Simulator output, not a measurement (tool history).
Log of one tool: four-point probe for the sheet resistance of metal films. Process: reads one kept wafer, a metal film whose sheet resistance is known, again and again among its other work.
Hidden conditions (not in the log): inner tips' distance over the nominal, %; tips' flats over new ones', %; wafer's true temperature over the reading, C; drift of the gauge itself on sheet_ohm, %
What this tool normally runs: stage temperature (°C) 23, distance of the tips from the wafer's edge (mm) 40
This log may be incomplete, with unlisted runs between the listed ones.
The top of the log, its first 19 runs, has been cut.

| run | hour | stage temperature (°C) | distance of the tips from the wafer's edge (mm) | touches since the probe head was changed | hours of work since the stage's thermometer was calibrated | sheet resistance as the instrument gives it (ohm/square) |
|---|---|---|---|---|---|---|
| 20 | 393.6 | 23 | 40 | 22392 | 1139 | 17.327391 |
| 21 | 409.6 | 23 | 40 | 22641 | 1146 | 17.32555 |
| 22 | 437 | 32 | 40 | 23068 | 1159 | 17.27807 |
| 23 | 453.5 | 32 | 40 | 23326 | 1167 | 17.273884 |
| 24 | 473.6 | 32 | 40 | 23638 | 1176 | 17.277521 |
| 25 | 488.4 | 31 | 24 | 23869 | 1183 | 17.28755 |
| 26 | 499.9 | 31 | 24 | 24048 | 1188 | 17.279925 |
| 27 | 525.6 | 27 | 3 | 24448 | 1200 | 17.710506 |
| 28 | 545.2 | 23 | 8 | 24753 | 1209 | 17.380017 |
| 29 | 556.2 | 23 | 8 | 24925 | 1215 | 17.383857 |
| 30 | 581.4 | 29 | 5 | 25318 | 1226 | 17.441146 |
| 31 | 595.2 | 19 | 64 | 25533 | 1233 | 17.344046 |
| 32 | 611.2 | 20 | 64 | 25783 | 1240 | 17.343513 |
| 33 | 627.1 | 20 | 13 | 26031 | 1248 | 17.374871 |
| 34 | 639.4 | 29 | 13 | 26221 | 1254 | 17.319206 |
| 35 | 665.5 | 33 | 23 | 26629 | 1266 | 17.280258 |
| 36 | 688.4 | 33 | 23 | 26985 | 1277 | 17.288786 |
| 37 | 711.6 | 33 | 23 | 27347 | 1287 | 17.277903 |
| 38 | 727.3 | 21 | 5 | 27591 | 1295 | 17.485845 |
| 39 | 744.6 | 21 | 5 | 27860 | 1303 | 17.484839 |

What does the tool deliver on the next run?
| 40 | 761.6 | 23 | 9 | 28125 | 1311 | ? |

{"run 40": {"sheet resistance as the instrument gives it (ohm/square)": 17.375607}}
On a tool with no hidden condition, and with the same random variation, this run would have come out at sheet resistance as the instrument gives it (ohm/square) 17.375455.
